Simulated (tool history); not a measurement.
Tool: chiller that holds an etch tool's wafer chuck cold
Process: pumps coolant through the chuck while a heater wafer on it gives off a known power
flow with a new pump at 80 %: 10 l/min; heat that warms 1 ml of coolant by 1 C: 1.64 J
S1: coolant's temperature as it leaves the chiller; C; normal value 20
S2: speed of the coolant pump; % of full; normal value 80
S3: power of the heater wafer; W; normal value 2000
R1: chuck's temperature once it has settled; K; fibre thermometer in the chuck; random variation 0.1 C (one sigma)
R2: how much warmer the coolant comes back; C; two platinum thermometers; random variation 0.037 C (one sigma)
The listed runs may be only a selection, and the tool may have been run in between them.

run    hour  S1  S2    S3      R1     R2
  1       0  20  80  2000  311.35   7.33
  2   129.8  20  80  1466  306.55    5.3
  3   204.3  20  80  1466  306.35   5.32
  4   351.4  25  80  1466  311.45   5.42
  5   458.5  25  80  1466  311.55   5.36
  6   573.6  20  80  2000  311.45   7.34
  7   677.7  11  80  2000  302.55   7.32
  8   766.7  11  80  2000  302.35   7.31
  9   893.9  20  76  2000  312.15   7.72
 10   993.3  12  76  2000  304.15   7.73
 11    1125  12  76  2000  304.15   7.68
 12  1197.9  12  76  2000  304.15   7.63
 13  1365.8  24  80  2000  315.35   7.29
 14  1459.1  20  84  2000  310.75   6.94
 15  1618.4  28  84  2000  318.55   6.96
 16  1691.5  28  84  2000  318.45   7.02
 17  1843.5  28  65  2744  330.65  12.33
 18    1929  28  65  2744  330.75  12.32
 19  2010.1  28  65  2744  330.95  12.28
 20  2109.6  28  65  2744  330.75  12.34
 21  2194.8  12  82  2418  306.75   8.63

Run 22 has not been measured yet. What should we expect?
     2311.5  -- chiller's thermometer calibrated
 22  2311.5  11  82  2900   ?   ?

Run 22 came out at R1 310.15 K, R2 10.33 C.
On a tool with no hidden condition, and with the same random variation, this run would have come out at R1 310.05 K, R2 10.32 C.

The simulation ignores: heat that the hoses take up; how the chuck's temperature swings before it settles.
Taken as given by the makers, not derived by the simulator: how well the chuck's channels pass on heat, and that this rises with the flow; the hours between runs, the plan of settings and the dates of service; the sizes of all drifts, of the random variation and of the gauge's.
